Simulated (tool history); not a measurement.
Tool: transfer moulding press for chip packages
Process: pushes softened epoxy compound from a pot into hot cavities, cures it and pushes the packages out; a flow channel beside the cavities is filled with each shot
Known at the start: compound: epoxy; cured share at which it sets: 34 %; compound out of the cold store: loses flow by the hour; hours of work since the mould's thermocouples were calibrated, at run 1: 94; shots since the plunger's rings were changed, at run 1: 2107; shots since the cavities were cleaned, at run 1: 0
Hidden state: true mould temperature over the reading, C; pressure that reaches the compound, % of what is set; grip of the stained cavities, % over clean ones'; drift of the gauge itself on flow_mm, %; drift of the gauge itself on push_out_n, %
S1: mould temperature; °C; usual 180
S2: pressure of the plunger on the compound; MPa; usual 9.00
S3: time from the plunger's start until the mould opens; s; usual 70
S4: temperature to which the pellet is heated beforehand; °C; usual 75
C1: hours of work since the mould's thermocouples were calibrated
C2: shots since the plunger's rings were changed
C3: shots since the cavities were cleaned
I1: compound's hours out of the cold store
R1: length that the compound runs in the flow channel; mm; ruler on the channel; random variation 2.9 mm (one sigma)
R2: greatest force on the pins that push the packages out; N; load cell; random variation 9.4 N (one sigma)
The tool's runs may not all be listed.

| run | hour | S1 | S2 | S3 | S4 | C1 | C2 | C3 | I1 | R1 | R2 |
|---|---|---|---|---|---|---|---|---|---|---|---|
| 1 | 0.0 | 180 | 9.00 | 70 | 75 | 94 | 2107 | 0 | 23.2 | 567 | 406 |
| 2 | 39.7 | 180 | 9.00 | 70 | 75 | 113 | 2538 | 431 | 28.6 | 554 | 618 |
|  | 44.7 | plunger's sealing rings changed |
|  | 46.2 | cavities cleaned with cleaning compound and waxed |
| 3 | 78.4 | 180 | 9.00 | 70 | 75 | 130 | 350 | 350 | 10.2 | 602 | 870 |
|  | 90.3 | cavities cleaned with cleaning compound and waxed |
| 4 | 101.6 | 180 | 9.00 | 70 | 75 | 141 | 587 | 124 | 12.8 | 600 | 519 |
|  | 134.7 | cavities cleaned with cleaning compound and waxed |
|  | 142.8 | cavities cleaned with cleaning compound and waxed, once more |
| 5 | 142.8 | 180 | 9.00 | 70 | 65 | 159 | 1002 | 0 | 25.5 | 569 | 401 |
| 6 | 182.1 | 180 | 9.00 | 70 | 65 | 178 | 1428 | 426 | 41.4 | 542 | 649 |
|  | 186.3 | cavities cleaned with cleaning compound and waxed |
| 7 | 219.7 | 180 | 9.00 | 70 | 75 | 196 | 1821 | 363 | 24.9 | 561 | 611 |
|  | 229.5 | cavities cleaned with cleaning compound and waxed |
| 8 | 250.5 | 180 | 9.00 | 70 | 75 | 210 | 2139 | 228 | 31.7 | 554 | 550 |
|  | 274.0 | cavities cleaned with cleaning compound and waxed |
| 9 | 287.4 | 180 | 8.52 | 70 | 75 | 227 | 2523 | 145 | 36.3 | 528 | 511 |
|  | 294.0 | plunger's sealing rings changed |
| 10 | 315.5 | 180 | 8.52 | 70 | 75 | 239 | 232 | 423 | 39.5 | 538 | 625 |
|  | 320.7 | cavities cleaned with cleaning compound and waxed |
| 11 | 341.5 | 180 | 8.52 | 70 | 75 | 251 | 499 | 226 | 31.8 | 554 | 541 |
|  | 363.9 | cavities cleaned with cleaning compound and waxed |
| 12 | 363.9 | 180 | 8.52 | 70 | 75 | 261 | 726 | 0 | 22.9 | 558 | 412 |
| 13 | 386.9 | 180 | 8.52 | 70 | 75 | 272 | 976 | 250 | 41.1 | 532 | 563 |

Run 14 comes next. What will it give?
|  | 407.8 | cavities cleaned with cleaning compound and waxed |
| 14 | 407.8 | 175 | 7.78 | 54 | 72 | 282 | 1187 | 0 | 35.9 | ? | ? |

Run 14 gave R1 528 mm, R2 1030 N.
Without the tool's hidden state the same run would have given R1 541 mm, R2 1030 N.
